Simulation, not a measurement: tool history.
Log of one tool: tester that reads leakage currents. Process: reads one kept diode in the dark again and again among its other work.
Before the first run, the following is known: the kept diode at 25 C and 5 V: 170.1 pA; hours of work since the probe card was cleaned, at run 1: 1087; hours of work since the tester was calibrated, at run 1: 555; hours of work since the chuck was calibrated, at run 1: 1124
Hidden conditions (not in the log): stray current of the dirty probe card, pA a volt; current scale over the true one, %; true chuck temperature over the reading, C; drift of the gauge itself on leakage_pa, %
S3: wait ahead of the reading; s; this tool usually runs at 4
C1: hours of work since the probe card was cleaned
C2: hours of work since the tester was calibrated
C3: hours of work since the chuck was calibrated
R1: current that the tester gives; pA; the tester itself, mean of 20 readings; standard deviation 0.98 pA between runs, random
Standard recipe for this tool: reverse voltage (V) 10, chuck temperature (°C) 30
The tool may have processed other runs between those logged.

Run 1, day 0: usual settings; C1 1087; C2 555; C3 1124. Result: R1 318.47 pA.
Run 2, day 1.65: usual settings; C1 1112; C2 580; C3 1148. Result: R1 317.01 pA.
Run 3, day 3.208: usual settings but chuck temperature (°C) 33; C1 1135; C2 603; C3 1171. Result: R1 396.3 pA.
At day 4.833: probe card cleaned and baked.
Run 4, day 5.125: usual settings but chuck temperature (°C) 33, S3 0.43 s; C1 4; C2 630; C3 1198. Result: R1 411.76 pA.
Run 5, day 6.762: usual settings but chuck temperature (°C) 33, S3 1.14 s; C1 29; C2 654; C3 1222. Result: R1 401.94 pA.
Run 6, day 8.429: usual settings; C1 53; C2 678; C3 1247. Result: R1 322.43 pA.
Run 7, day 10.088: usual settings but reverse voltage (V) 15.8; C1 78; C2 703; C3 1271. Result: R1 390.09 pA.
Run 8, day 11.754: usual settings but reverse voltage (V) 15.8; C1 103; C2 728; C3 1296. Result: R1 392.22 pA.
Run 9, day 12.925: usual settings but reverse voltage (V) 15.8; C1 120; C2 745; C3 1313. Result: R1 391.82 pA.
Run 10, day 13.662: usual settings but reverse voltage (V) 15.8; C1 131; C2 756; C3 1324. Result: R1 391.44 pA.
At day 13.933: probe card cleaned and baked, once more.
Run 11, day 15.025: usual settings; C1 16; C2 774; C3 1343. Result: R1 303.78 pA.
Run 12, day 15.996: usual settings but reverse voltage (V) 12.3; C1 31; C2 789; C3 1357. Result: R1 327.46 pA.
Run 13, day 17.758: usual settings but reverse voltage (V) 12.3; C1 57; C2 815; C3 1383. Result: R1 326.75 pA.
Run 14, day 18.562: usual settings; C1 69; C2 827; C3 1395. Result: R1 303.8 pA.
Run 15, day 19.583: usual settings but reverse voltage (V) 12.2; C1 84; C2 842; C3 1410. Result: R1 328.48 pA.
Run 16, day 20.7: usual settings but reverse voltage (V) 12.2; C1 100; C2 858; C3 1427. Result: R1 326.74 pA.
Run 17, day 21.808: usual settings but reverse voltage (V) 4.5, chuck temperature (°C) 32, S3 0.49 s; C1 117; C2 875; C3 1443. Result: R1 264.83 pA.
Run 18, day 23.079: usual settings but reverse voltage (V) 19.9, chuck temperature (°C) 37, S3 0.41 s; C1 136; C2 894; C3 1462. Result: R1 677.61 pA.
Run 19, day 24.596: usual settings but reverse voltage (V) 2.6, chuck temperature (°C) 24, S3 0.41 s; C1 158; C2 916; C3 1484. Result: R1 116.21 pA.
Run 20, day 25.942: usual settings but reverse voltage (V) 7.8, chuck temperature (°C) 23; C1 178; C2 936; C3 1504. Result: R1 160.78 pA.
Run 21, day 27.179: usual settings but reverse voltage (V) 14.2, chuck temperature (°C) 33, S3 5.62 s; C1 196; C2 954; C3 1523. Result: R1 432.79 pA.
Run 22, day 28.346: usual settings but reverse voltage (V) 14.2, chuck temperature (°C) 33, S3 5.62 s; C1 214; C2 972; C3 1540. Result: R1 432.06 pA.
Run 23, day 29.567: usual settings but chuck temperature (°C) 45, S3 6.52 s; C1 232; C2 990; C3 1558. Result: R1 895.13 pA.
Run 24, day 30.729: usual settings but reverse voltage (V) 1.7, chuck temperature (°C) 24, S3 6.52 s; C1 249; C2 1007; C3 1575. Result: R1 97.36 pA.
Run 25, day 31.933: usual settings but reverse voltage (V) 1.7, chuck temperature (°C) 24, S3 6.52 s; C1 267; C2 1025; C3 1593. Result: R1 97.56 pA.
Run 26, day 32.933: usual settings but reverse voltage (V) 17.8, chuck temperature (°C) 53, S3 0.36 s; C1 281; C2 1040; C3 1608. Result: R1 1930.17 pA.
Run 27, day 34.529: usual settings but chuck temperature (°C) 43, S3 8.46 s; C1 305; C2 1063; C3 1632. Result: R1 780.03 pA.
Run 28, day 36.071: usual settings but chuck temperature (°C) 43, S3 8.46 s; C1 328; C2 1086; C3 1654. Result: R1 773.06 pA.
Run 29, day 37.771: usual settings but reverse voltage (V) 1.1, chuck temperature (°C) 48, S3 0.35 s; C1 353; C2 1111; C3 1680. Result: R1 484.14 pA.
Run 30, day 38.983: usual settings but reverse voltage (V) 1.1, chuck temperature (°C) 48, S3 0.35 s; C1 371; C2 1129; C3 1698. Result: R1 483.17 pA.
Run 31, day 40.758: usual settings but reverse voltage (V) 2.3, chuck temperature (°C) 24, S3 1.74 s; C1 397; C2 1156; C3 1724. Result: R1 108.5 pA.

Predict each of these 3 candidate next runs independently; none follows another, all start after run 31:
Run A, day 42.025: usual settings but reverse voltage (V) 2.3, chuck temperature (°C) 53, S3 7.27 s; C1 416; C2 1174; C3 1743. Result: R1 ?.
Run B, day 42.025: usual settings but reverse voltage (V) 10.2; C1 416; C2 1174; C3 1743. Result: R1 ?.
Run C, day 42.025: usual settings but reverse voltage (V) 1.4, chuck temperature (°C) 32, S3 4.4 s; C1 416; C2 1174; C3 1743. Result: R1 ?.

run      R1
  A   881.5
  B  304.68
  C  166.17
What these runs would have given with no unlogged condition in the tool:
run      R1
  A  949.81
  B  328.24
  C   180.6
